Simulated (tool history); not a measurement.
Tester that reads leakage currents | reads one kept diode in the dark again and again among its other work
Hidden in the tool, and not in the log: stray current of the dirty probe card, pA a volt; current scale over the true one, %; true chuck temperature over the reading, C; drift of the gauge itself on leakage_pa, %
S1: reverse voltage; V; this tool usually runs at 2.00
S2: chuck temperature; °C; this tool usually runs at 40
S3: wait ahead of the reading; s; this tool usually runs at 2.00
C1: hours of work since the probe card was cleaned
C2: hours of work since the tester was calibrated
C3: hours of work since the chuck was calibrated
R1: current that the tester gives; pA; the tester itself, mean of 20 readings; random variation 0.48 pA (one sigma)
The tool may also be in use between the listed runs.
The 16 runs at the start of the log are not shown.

| run | hour | S1 | S2 | S3 | C1 | C2 | C3 | R1 |
|---|---|---|---|---|---|---|---|---|
| 17 | 2318.6 | 2.00 | 35 | 0.42 | 1662 | 2494 | 1251 | 92.53 |
| 18 | 2503.9 | 8.70 | 40 | 0.45 | 1745 | 2577 | 1334 | 242.68 |
| 19 | 2606.4 | 1.27 | 20 | 0.45 | 1791 | 2623 | 1379 | 19.19 |
| 20 | 2741.9 | 3.62 | 40 | 3.20 | 1851 | 2683 | 1440 | 174.46 |
|  | 2806.9 | chuck's temperature calibrated |
| 21 | 2850.7 | 3.62 | 40 | 3.20 | 1899 | 2731 | 20 | 200.87 |
|  | 2863.4 | probe card cleaned and baked |
| 22 | 3048.9 | 3.62 | 40 | 3.20 | 83 | 2818 | 107 | 199.70 |
| 23 | 3228.0 | 3.62 | 40 | 3.20 | 163 | 2898 | 187 | 199.25 |
|  | 3310.8 | probe card cleaned and baked, once more |
| 24 | 3450.9 | 15.69 | 55 | 3.77 | 63 | 2997 | 285 | 1136.76 |
| 25 | 3607.7 | 5.29 | 49 | 2.57 | 133 | 3067 | 356 | 471.12 |
| 26 | 3780.3 | 2.24 | 40 | 2.00 | 210 | 3144 | 433 | 162.25 |
| 27 | 3940.3 | 4.60 | 42 | 0.78 | 282 | 3216 | 504 | 247.97 |
| 28 | 4163.2 | 8.63 | 42 | 4.97 | 381 | 3315 | 604 | 307.40 |
|  | 4176.3 | tester calibrated |
| 29 | 4385.7 | 2.00 | 39 | 2.00 | 480 | 94 | 703 | 135.81 |
| 30 | 4574.4 | 16.11 | 33 | 1.39 | 564 | 178 | 787 | 167.20 |
| 31 | 4804.4 | 16.11 | 33 | 1.39 | 667 | 281 | 890 | 165.69 |

3 options for the next run, each taken on its own from the tool as it stands now. Forecast them:
| A | 4915.9 | 6.79 | 33 | 1.39 | 717 | 331 | 940 | ? |
| B | 4915.9 | 2.60 | 50 | 2.00 | 717 | 331 | 940 | ? |
| C | 4915.9 | 16.67 | 33 | 1.39 | 717 | 331 | 940 | ? |

| run | R1 |
|---|---|
| A | 120.46 |
| B | 374.61 |
| C | 167.25 |
Without the tool's hidden state the same runs would have given:
| run | R1 |
|---|---|
| A | 130.51 |
| B | 404.78 |
| C | 180.12 |
